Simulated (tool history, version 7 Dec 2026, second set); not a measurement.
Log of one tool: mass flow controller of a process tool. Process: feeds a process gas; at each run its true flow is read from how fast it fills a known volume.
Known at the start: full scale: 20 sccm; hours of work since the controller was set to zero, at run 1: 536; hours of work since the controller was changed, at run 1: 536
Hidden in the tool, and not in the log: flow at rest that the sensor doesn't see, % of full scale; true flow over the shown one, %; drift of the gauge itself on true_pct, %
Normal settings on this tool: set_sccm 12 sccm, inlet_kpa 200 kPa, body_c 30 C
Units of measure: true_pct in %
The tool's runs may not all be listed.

| run | day | set_sccm | inlet_kpa | body_c | hours of work since the controller was set to zero | hours of work since the controller was changed | true_pct |
|---|---|---|---|---|---|---|---|
| 1 | 0 | 12 | 200 | 30 | 536 | 536 | 99.31 |
| 2 | 8.767 | 12 | 200 | 21 | 638 | 638 | 99.85 |
| 3 | 16.412 | 12 | 200 | 21 | 727 | 727 | 99.76 |
| 4 | 22.054 | 12 | 177 | 30 | 793 | 793 | 99.5 |
| 5 | 29.462 | 12 | 177 | 30 | 879 | 879 | 99.39 |
| 6 | 36.138 | 12 | 198 | 30 | 957 | 957 | 99.35 |
| 7 | 40.7 | 12 | 198 | 39 | 1010 | 1010 | 98.99 |
| 8 | 46.004 | 12 | 198 | 39 | 1072 | 1072 | 99.1 |
| 9 | 51.783 | 2 | 198 | 27 | 1139 | 1139 | 98.04 |
| 10 | 59.746 | 11 | 239 | 36 | 1231 | 1231 | 98.83 |
| 11 | 67.017 | 16 | 200 | 30 | 1316 | 1316 | 99.76 |
| 12 | 72.308 | 5 | 195 | 30 | 1378 | 1378 | 98.56 |
| 13 | 75.967 | 11 | 200 | 25 | 1420 | 1420 | 99.52 |
| 14 | 84.25 | 4 | 273 | 33 | 1517 | 1517 | 97.85 |

Predict each of these 4 candidate next runs independently; none follows another, all start after run 14:
| A | 88.546 | 4 | 206 | 21 | 1567 | 1567 | ? |
| B | 88.546 | 13 | 162 | 31 | 1567 | 1567 | ? |
| C | 88.546 | 3 | 192 | 36 | 1567 | 1567 | ? |
| D | 88.546 | 4 | 261 | 29 | 1567 | 1567 | ? |

| run | true_pct |
|---|---|
| A | 98.67 |
| B | 99.69 |
| C | 97.79 |
| D | 98.11 |
Without the tool's hidden state the same runs would have given:
| run | true_pct |
|---|---|
| A | 98.93 |
| B | 99.44 |
| C | 98.29 |
| D | 98.37 |
